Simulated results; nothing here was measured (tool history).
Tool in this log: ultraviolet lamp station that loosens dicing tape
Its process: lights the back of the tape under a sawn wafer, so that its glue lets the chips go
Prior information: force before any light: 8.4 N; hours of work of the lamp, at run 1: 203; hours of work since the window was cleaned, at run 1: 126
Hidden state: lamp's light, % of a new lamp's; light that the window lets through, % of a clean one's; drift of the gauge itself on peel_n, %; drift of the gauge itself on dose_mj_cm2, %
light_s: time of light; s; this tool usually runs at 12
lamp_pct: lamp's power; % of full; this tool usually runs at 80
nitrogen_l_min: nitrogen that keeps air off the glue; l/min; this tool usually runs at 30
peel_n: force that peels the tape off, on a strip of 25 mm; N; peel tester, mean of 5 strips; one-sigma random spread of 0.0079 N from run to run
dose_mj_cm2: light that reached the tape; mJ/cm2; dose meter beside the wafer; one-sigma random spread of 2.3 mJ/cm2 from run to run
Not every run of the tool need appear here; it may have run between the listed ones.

run   hour  light_s  lamp_pct  nitrogen_l_min  hours of work of the lamp  hours of work since the window was cleaned  peel_n  dose_mj_cm2
  1    0.0       12        80              30                        203                                         126   0.306          220
  2   14.7       12        80              30                        214                                         137   0.306          223
  3   25.5       12        80              30                        222                                         145   0.305          223
  4   38.9       12        80              30                        232                                         155   0.294          222
  5   52.7       12        80              30                        242                                         166   0.297          226
  6   66.6       12        80              30                        252                                         176   0.299          231
  7   78.0       12        80              30                        261                                         184   0.307          219
  8   89.3       12        77              30                        269                                         193   0.320          218
  9   99.2       12        80              30                        276                                         200   0.323          222
 10  112.1       12        80              30                        286                                         209   0.298          224
 11  120.4       12        80              30                        292                                         216   0.314          223
 12  134.1       12        80              30                        302                                         226   0.306          224
 13  144.9       12        80              30                        310                                         234   0.297          227
 14  154.2       12        80              30                        317                                         241   0.313          221
 15  170.7       12        80              30                        329                                         253   0.309          222
 16  178.3        8        80              30                        335                                         259   0.566          147
 17  190.2        8        80              30                        344                                         267   0.567          149
 18  199.7       12        80              30                        351                                         274   0.317          218
 19  214.7       12        80              30                        362                                         285   0.302          226
 20  231.2        9        80              30                        374                                         298   0.459          165
 21  244.0        9        80              30                        383                                         307   0.471          168
 22  255.4        9        80              30                        392                                         316   0.471          167
 23  270.3       16        86              26                        403                                         327   0.254          325
 24  280.2       12        93              30                        410                                         334   0.271          256
 25  295.1       12        93              30                        421                                         345   0.274          260
 26  309.9       12        93              30                        432                                         356   0.270          265
 27  319.9       12        93              30                        440                                         363   0.265          259
 28  331.3        7        61              18                        448                                         372   1.664          102
     337.7  -- window cleaned of glue's vapour
 29  344.1        7        61              18                        457                                           5   1.620           99
 30  352.6        7        84              29                        463                                          11   0.671          134
 31  360.5       21        77              10                        469                                          17   0.272          377
 32  372.7       17        71              13                        478                                          26   0.328          281
 33  387.9        8        92              11                        490                                          37   0.946          174
 34  396.9        9        75              32                        496                                          44   0.513          155
 35  404.7       13        76              47                        502                                          50   0.249          231
 36  420.7       11        97              10                        514                                          61   0.496          250
 37  428.3       11        97              10                        519                                          67   0.491          246
 38  442.6       10        71              28                        530                                          78   0.502          167
 39  455.1       10        71              28                        539                                          87   0.509          167
 40  467.5       21        94              15                        549                                          96   0.236          457
 41  483.7       21        94              10                        561                                         108   0.266          458

How the hidden state differs across the entries between the runs, from the last listed run before each to the first after it:
Between runs 28 and 29: window cleaned of glue's vapour (hour 337.7)
  light that the window lets through, % of a clean one's: 99.9 -> 100
